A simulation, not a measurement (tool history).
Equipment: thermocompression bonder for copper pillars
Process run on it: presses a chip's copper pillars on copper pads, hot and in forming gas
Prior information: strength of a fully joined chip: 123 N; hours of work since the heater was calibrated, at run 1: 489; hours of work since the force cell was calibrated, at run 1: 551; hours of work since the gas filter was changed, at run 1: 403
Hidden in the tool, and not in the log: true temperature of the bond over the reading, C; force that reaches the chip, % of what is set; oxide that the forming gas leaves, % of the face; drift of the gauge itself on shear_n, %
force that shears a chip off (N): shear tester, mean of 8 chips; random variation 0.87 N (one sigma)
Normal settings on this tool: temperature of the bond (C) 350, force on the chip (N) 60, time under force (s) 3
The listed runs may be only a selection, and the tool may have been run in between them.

run   hour  temperature of the bond (C)  force on the chip (N)  time under force (s)  hours of work since the heater was calibrated  hours of work since the force cell was calibrated  hours of work since the gas filter was changed  force that shears a chip off (N)
  1    0.0                          350                     60                     3                                            489                                                551                                             403                              64.6
  2   13.4                          350                     60                     3                                            497                                                560                                             411                              63.4
  3   27.0                          374                     60                     3                                            506                                                569                                             420                              80.0
  4   45.0                          350                     60                     3                                            518                                                580                                             432                              64.1
  5   56.1                          350                     60                     3                                            525                                                588                                             439                              62.8
  6   66.7                          350                     87                     3                                            532                                                594                                             446                              83.2
  7   85.4                          350                     60                     3                                            544                                                607                                             458                              62.6
  8   93.4                          350                     60                     3                                            549                                                612                                             463                              62.6
  9  102.2                          350                     60                     3                                            555                                                617                                             469                              61.7
     109.8  -- forming gas filter changed
 10  112.5                          350                     60                     3                                            561                                                624                                               2                              65.8
 11  121.0                          350                     60                     3                                            567                                                629                                               7                              64.1
 12  130.0                          350                     60                     2                                            572                                                635                                              13                              56.7
 13  141.0                          350                     60                     3                                            579                                                642                                              20                              65.4
 14  153.3                          350                     60                     3                                            587                                                650                                              28                              65.7
 15  170.0                          350                     60                     3                                            598                                                661                                              39                              65.1
 16  185.5                          350                     60                     3                                            608                                                671                                              49                              62.7
 17  201.4                          350                     60                     3                                            618                                                681                                              59                              62.8
 18  210.9                          350                     60                     3                                            625                                                687                                              65                              64.5
 19  229.4                          350                     60                     2                                            637                                                699                                              77                              55.8
 20  245.6                          350                     60                     2                                            647                                                710                                              88                              56.2
 21  255.8                          329                     72                     3                                            654                                                716                                              94                              58.2
 22  274.3                          344                     72                     5                                            665                                                728                                             106                              80.4
 23  285.1                          350                     45                     2                                            672                                                735                                             113                              41.8
 24  296.7                          350                     45                     2                                            680                                                743                                             121                              41.3
 25  307.0                          359                     68                     4                                            687                                                749                                             127                              82.7
     310.3  -- force cell calibrated
 26  321.9                          359                     68                     4                                            695                                                  7                                             136                              80.9
 27  334.3                          348                     66                     6                                            703                                                 15                                             144                              80.6
 28  345.7                          339                     47                     3                                            711                                                 23                                             151                              41.4
 29  362.9                          326                     47                     6                                            722                                                 34                                             162                              45.2
 30  374.8                          350                     60                     2                                            729                                                 42                                             170                              53.1
 31  392.7                          350                     68                     3                                            741                                                 53                                             182                              68.2
     403.1  -- force cell calibrated, once more
 32  403.1                          334                     60                     8                                            747                                                  0                                             187                              74.9
 33  420.6                          350                     60                     4                                            758                                                 11                                             199                              71.0
 34  437.4                          350                     60                     4                                            769                                                 22                                             209                              71.1
 35  447.7                          350                     60                     4                                            775                                                 29                                             216                              69.7
 36  463.4                          366                     38                     5                                            786                                                 39                                             226                              60.9
 37  475.5                          371                     38                     4                                            793                                                 47                                             234                              60.3
 38  491.3                          377                     39                     2                                            804                                                 57                                             244                              50.3
 39  501.3                          377                     39                     2                                            810                                                 63                                             251                              50.0

Branching from run 39: 4 alternative next runs. What would each branch give?
  A  520.0                          350                     60                     6                                            822                                                 75                                             263                                 ?
  B  520.0                          359                     60                     3                                            822                                                 75                                             263                                 ?
  C  520.0                          371                     60                     3                                            822                                                 75                                             263                                 ?
  D  520.0                          367                     65                     2                                            822                                                 75                                             263                                 ?

run  force that shears a chip off (N)
  A                              77.9
  B                              68.9
  C                              79.0
  D                              71.8
With no hidden state in the tool, these same runs would have given:
run  force that shears a chip off (N)
  A                              85.4
  B                              76.1
  C                              86.3
  D                              79.1

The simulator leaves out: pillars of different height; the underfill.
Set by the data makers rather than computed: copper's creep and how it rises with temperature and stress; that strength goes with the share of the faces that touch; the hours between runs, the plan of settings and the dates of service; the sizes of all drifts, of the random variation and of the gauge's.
